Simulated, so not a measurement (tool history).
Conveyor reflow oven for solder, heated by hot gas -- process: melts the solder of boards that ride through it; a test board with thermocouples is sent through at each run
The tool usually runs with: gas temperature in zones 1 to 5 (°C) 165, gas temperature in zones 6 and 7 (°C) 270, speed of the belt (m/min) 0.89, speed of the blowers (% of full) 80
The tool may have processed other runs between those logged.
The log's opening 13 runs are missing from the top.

| run | hour | gas temperature in zones 1 to 5 (°C) | gas temperature in zones 6 and 7 (°C) | speed of the belt (m/min) | speed of the blowers (% of full) | highest temperature of the board (°C) | time above the solder's melting point (s) |
|---|---|---|---|---|---|---|---|
| 14 | 184.3 | 165 | 270 | 0.89 | 80 | 252.8 | 33.4 |
| 15 | 192.5 | 165 | 270 | 0.89 | 80 | 252.3 | 33.3 |
| 16 | 205.5 | 165 | 270 | 0.89 | 80 | 252.6 | 33.4 |
| 17 | 218.5 | 164 | 270 | 0.89 | 80 | 252.2 | 32.8 |
| 18 | 237.4 | 164 | 270 | 0.89 | 80 | 252.1 | 32.9 |
| 19 | 254.5 | 163 | 280 | 1.035 | 50 | 236.4 | 17.1 |
| 20 | 273.7 | 165 | 270 | 0.829 | 80 | 254.8 | 36.8 |
| 21 | 282 | 160 | 276 | 0.886 | 86 | 258.2 | 35.1 |
| 22 | 293.2 | 160 | 273 | 0.886 | 55 | 242 | 25.3 |
| 23 | 309.5 | 165 | 270 | 0.734 | 80 | 258 | 44.3 |
| 24 | 326.5 | 169 | 270 | 0.734 | 80 | 258.6 | 45.1 |
| 25 | 345.4 | 169 | 283 | 0.734 | 56 | 261.6 | 45.3 |
| 26 | 360.3 | 153 | 270 | 0.89 | 83 | 249.9 | 29.6 |
| 27 | 374.1 | 153 | 270 | 0.89 | 83 | 249.2 | 29.6 |
| 28 | 388 | 153 | 270 | 0.89 | 83 | 249.2 | 29.4 |
| 29 | 396.3 | 153 | 270 | 0.89 | 83 | 249 | 29.3 |
| 30 | 405.3 | 153 | 270 | 1.048 | 59 | 229.6 | 11.6 |

Each row is a separate what-if for the run after 30, all from the same tool condition, not one after another. Results?
| A | 424.2 | 162 | 262 | 0.806 | 59 | ? | ? |
| B | 424.2 | 176 | 266 | 0.89 | 69 | ? | ? |
| C | 424.2 | 153 | 270 | 0.863 | 79 | ? | ? |
| D | 424.2 | 165 | 276 | 0.89 | 80 | ? | ? |
| E | 424.2 | 165 | 270 | 0.89 | 56 | ? | ? |

| run | highest temperature of the board (°C) | time above the solder's melting point (s) |
|---|---|---|
| A | 239.1 | 26.9 |
| B | 246 | 31.1 |
| C | 248.8 | 30.1 |
| D | 255.5 | 34.3 |
| E | 240.5 | 24.7 |
Stripped of hidden state, with their random variation kept, the same runs would have yielded:
| run | highest temperature of the board (°C) | time above the solder's melting point (s) |
|---|---|---|
| A | 238.7 | 26.9 |
| B | 245.8 | 31.3 |
| C | 249.1 | 30.5 |
| D | 255.7 | 34.5 |
| E | 240.5 | 24.8 |
